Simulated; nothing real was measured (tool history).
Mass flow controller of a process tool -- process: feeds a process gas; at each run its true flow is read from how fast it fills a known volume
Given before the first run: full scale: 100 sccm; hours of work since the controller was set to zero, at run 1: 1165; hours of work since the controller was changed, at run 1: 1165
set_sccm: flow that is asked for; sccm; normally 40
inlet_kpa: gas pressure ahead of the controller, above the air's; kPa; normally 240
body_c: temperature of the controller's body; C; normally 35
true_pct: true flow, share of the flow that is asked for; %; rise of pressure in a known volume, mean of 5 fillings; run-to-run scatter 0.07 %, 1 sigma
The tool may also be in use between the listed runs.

| run | hour | set_sccm | inlet_kpa | body_c | hours of work since the controller was set to zero | hours of work since the controller was changed | true_pct |
|---|---|---|---|---|---|---|---|
| 1 | 0 | 40 | 240 | 35 | 1165 | 1165 | 99.41 |
| 2 | 58.6 | 40 | 240 | 35 | 1191 | 1191 | 99.45 |
| 3 | 105 | 40 | 240 | 24 | 1211 | 1211 | 100.08 |
| 4 | 157.7 | 40 | 240 | 25 | 1235 | 1235 | 100.1 |
| 5 | 255.2 | 40 | 240 | 35 | 1278 | 1278 | 99.5 |
| 6 | 361.8 | 40 | 240 | 35 | 1325 | 1325 | 99.45 |
| 7 | 451.9 | 40 | 240 | 35 | 1365 | 1365 | 99.49 |
| 8 | 522.7 | 40 | 240 | 35 | 1397 | 1397 | 99.53 |
| 9 | 583.9 | 40 | 240 | 37 | 1424 | 1424 | 99.59 |
| 10 | 638.2 | 40 | 240 | 37 | 1448 | 1448 | 99.56 |
| 11 | 725.8 | 40 | 240 | 37 | 1487 | 1487 | 99.4 |
| 12 | 796.3 | 40 | 240 | 37 | 1518 | 1518 | 99.53 |
| 13 | 889 | 40 | 240 | 35 | 1559 | 1559 | 99.61 |
| 14 | 988.7 | 16 | 165 | 35 | 1603 | 1603 | 100.26 |
| 15 | 1094.8 | 51 | 240 | 37 | 1650 | 1650 | 99.57 |
|  | 1103.3 | controller's zero set anew |
| 16 | 1173.5 | 40 | 240 | 37 | 31 | 1685 | 99.71 |
| 17 | 1241.6 | 85 | 240 | 37 | 61 | 1715 | 99.87 |
| 18 | 1320 | 85 | 240 | 37 | 96 | 1750 | 99.89 |
| 19 | 1378.5 | 85 | 157 | 33 | 122 | 1776 | 100.41 |
| 20 | 1429 | 85 | 157 | 33 | 144 | 1798 | 100.45 |
|  | 1483.7 | controller's zero set anew, once more |
| 21 | 1516.9 | 85 | 157 | 33 | 15 | 1837 | 100.04 |
| 22 | 1570.6 | 40 | 156 | 35 | 39 | 1861 | 99.63 |
| 23 | 1639.7 | 40 | 156 | 35 | 69 | 1892 | 99.58 |
| 24 | 1695.5 | 40 | 156 | 27 | 94 | 1916 | 99.96 |
| 25 | 1768 | 13 | 235 | 40 | 126 | 1948 | 98.95 |
| 26 | 1827 | 66 | 235 | 21 | 152 | 1975 | 100.44 |

Each row is a separate what-if for the run after 26, all from the same tool condition, not one after another. Results?
| A | 1937.8 | 16 | 170 | 31 | 201 | 2024 | ? |
| B | 1937.8 | 11 | 148 | 33 | 201 | 2024 | ? |
| C | 1937.8 | 38 | 235 | 21 | 201 | 2024 | ? |
| D | 1937.8 | 40 | 240 | 38 | 201 | 2024 | ? |
| E | 1937.8 | 85 | 199 | 28 | 201 | 2024 | ? |

| run | true_pct |
|---|---|
| A | 99.71 |
| B | 99.71 |
| C | 100.21 |
| D | 99.27 |
| E | 100.32 |
Had the tool no hidden state, the same runs would have come out as:
| run | true_pct |
|---|---|
| A | 98.82 |
| B | 98.72 |
| C | 99.47 |
| D | 98.53 |
| E | 99.64 |

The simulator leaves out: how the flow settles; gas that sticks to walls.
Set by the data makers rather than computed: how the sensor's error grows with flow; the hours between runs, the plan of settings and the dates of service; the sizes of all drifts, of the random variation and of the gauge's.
